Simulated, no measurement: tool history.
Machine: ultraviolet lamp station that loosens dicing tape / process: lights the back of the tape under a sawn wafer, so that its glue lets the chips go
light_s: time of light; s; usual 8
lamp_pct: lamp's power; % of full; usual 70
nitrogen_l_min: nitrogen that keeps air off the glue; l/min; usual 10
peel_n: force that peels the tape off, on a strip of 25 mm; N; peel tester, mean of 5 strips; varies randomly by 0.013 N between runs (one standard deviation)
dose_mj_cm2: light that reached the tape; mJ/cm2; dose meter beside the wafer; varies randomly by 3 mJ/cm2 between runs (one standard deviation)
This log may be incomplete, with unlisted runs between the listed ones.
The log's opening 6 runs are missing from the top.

{"run": 7, "day": 7.1, "light_s": 14, "lamp_pct": 70, "nitrogen_l_min": 19, "peel_n": 0.269, "dose_mj_cm2": 563}
{"run": 8, "day": 8.333, "light_s": 14, "lamp_pct": 70, "nitrogen_l_min": 19, "peel_n": 0.274, "dose_mj_cm2": 561}
{"run": 9, "day": 9.433, "light_s": 14, "lamp_pct": 70, "nitrogen_l_min": 19, "peel_n": 0.279, "dose_mj_cm2": 559}
{"run": 10, "day": 10.675, "light_s": 8, "lamp_pct": 82, "nitrogen_l_min": 10, "peel_n": 0.971, "dose_mj_cm2": 373}
{"run": 11, "day": 11.812, "light_s": 8, "lamp_pct": 70, "nitrogen_l_min": 13, "peel_n": 1.219, "dose_mj_cm2": 312}
{"run": 12, "day": 13.342, "light_s": 8, "lamp_pct": 70, "nitrogen_l_min": 13, "peel_n": 1.224, "dose_mj_cm2": 310}
{"day": 14.062, "done": "window cleaned of glue's vapour"}
{"run": 13, "day": 14.454, "light_s": 8, "lamp_pct": 70, "nitrogen_l_min": 13, "peel_n": 0.99, "dose_mj_cm2": 343}
{"run": 14, "day": 15.088, "light_s": 8, "lamp_pct": 70, "nitrogen_l_min": 13, "peel_n": 1.029, "dose_mj_cm2": 343}
{"run": 15, "day": 15.771, "light_s": 8, "lamp_pct": 70, "nitrogen_l_min": 13, "peel_n": 1.011, "dose_mj_cm2": 346}
{"run": 16, "day": 17.279, "light_s": 15, "lamp_pct": 70, "nitrogen_l_min": 10, "peel_n": 0.264, "dose_mj_cm2": 638}
{"run": 17, "day": 18.771, "light_s": 11, "lamp_pct": 70, "nitrogen_l_min": 8, "peel_n": 0.686, "dose_mj_cm2": 459}
{"run": 18, "day": 20.312, "light_s": 11, "lamp_pct": 70, "nitrogen_l_min": 8, "peel_n": 0.706, "dose_mj_cm2": 453}
{"run": 19, "day": 21.725, "light_s": 11, "lamp_pct": 70, "nitrogen_l_min": 8, "peel_n": 0.71, "dose_mj_cm2": 451}
{"run": 20, "day": 22.808, "light_s": 5, "lamp_pct": 60, "nitrogen_l_min": 9, "peel_n": 3.048, "dose_mj_cm2": 178}
{"run": 21, "day": 24.296, "light_s": 8, "lamp_pct": 63, "nitrogen_l_min": 10, "peel_n": 1.529, "dose_mj_cm2": 289}
{"run": 22, "day": 25.138, "light_s": 12, "lamp_pct": 70, "nitrogen_l_min": 10, "peel_n": 0.535, "dose_mj_cm2": 489}
{"run": 23, "day": 26.433, "light_s": 6, "lamp_pct": 77, "nitrogen_l_min": 18, "peel_n": 1.522, "dose_mj_cm2": 261}
{"run": 24, "day": 27.962, "light_s": 6, "lamp_pct": 77, "nitrogen_l_min": 18, "peel_n": 1.49, "dose_mj_cm2": 261}
{"run": 25, "day": 29.121, "light_s": 13, "lamp_pct": 70, "nitrogen_l_min": 10, "peel_n": 0.497, "dose_mj_cm2": 504}
{"run": 26, "day": 30.167, "light_s": 13, "lamp_pct": 70, "nitrogen_l_min": 10, "peel_n": 0.501, "dose_mj_cm2": 506}
{"run": 27, "day": 31.342, "light_s": 8, "lamp_pct": 96, "nitrogen_l_min": 10, "peel_n": 0.73, "dose_mj_cm2": 421}
{"run": 28, "day": 32.567, "light_s": 16, "lamp_pct": 66, "nitrogen_l_min": 4, "peel_n": 0.692, "dose_mj_cm2": 576}
{"run": 29, "day": 33.462, "light_s": 6, "lamp_pct": 66, "nitrogen_l_min": 4, "peel_n": 3.072, "dose_mj_cm2": 213}
{"run": 30, "day": 34.208, "light_s": 8, "lamp_pct": 70, "nitrogen_l_min": 6, "peel_n": 1.756, "dose_mj_cm2": 300}
{"run": 31, "day": 34.954, "light_s": 8, "lamp_pct": 70, "nitrogen_l_min": 6, "peel_n": 1.797, "dose_mj_cm2": 295}

Predict each of these 5 candidate next runs independently; none follows another, all start after run 31:
{"run": "A", "day": 35.792, "light_s": 8, "lamp_pct": 69, "nitrogen_l_min": 7, "peel_n": "?", "dose_mj_cm2": "?"}
{"run": "B", "day": 35.792, "light_s": 8, "lamp_pct": 70, "nitrogen_l_min": 4, "peel_n": "?", "dose_mj_cm2": "?"}
{"run": "C", "day": 35.792, "light_s": 16, "lamp_pct": 70, "nitrogen_l_min": 10, "peel_n": "?", "dose_mj_cm2": "?"}
{"run": "D", "day": 35.792, "light_s": 8, "lamp_pct": 95, "nitrogen_l_min": 6, "peel_n": "?", "dose_mj_cm2": "?"}
{"run": "E", "day": 35.792, "light_s": 7, "lamp_pct": 70, "nitrogen_l_min": 9, "peel_n": "?", "dose_mj_cm2": "?"}

run=A peel_n=1.661 dose_mj_cm2=290
run=B peel_n=2.134 dose_mj_cm2=295
run=C peel_n=0.316 dose_mj_cm2=586
run=D peel_n=1.059 dose_mj_cm2=408
run=E peel_n=1.858 dose_mj_cm2=255
What these runs would have given with no unlogged condition in the tool:
run=A peel_n=0.735 dose_mj_cm2=451
run=B peel_n=1.037 dose_mj_cm2=459
run=C peel_n=0.125 dose_mj_cm2=913
run=D peel_n=0.396 dose_mj_cm2=633
run=E peel_n=0.852 dose_mj_cm2=398

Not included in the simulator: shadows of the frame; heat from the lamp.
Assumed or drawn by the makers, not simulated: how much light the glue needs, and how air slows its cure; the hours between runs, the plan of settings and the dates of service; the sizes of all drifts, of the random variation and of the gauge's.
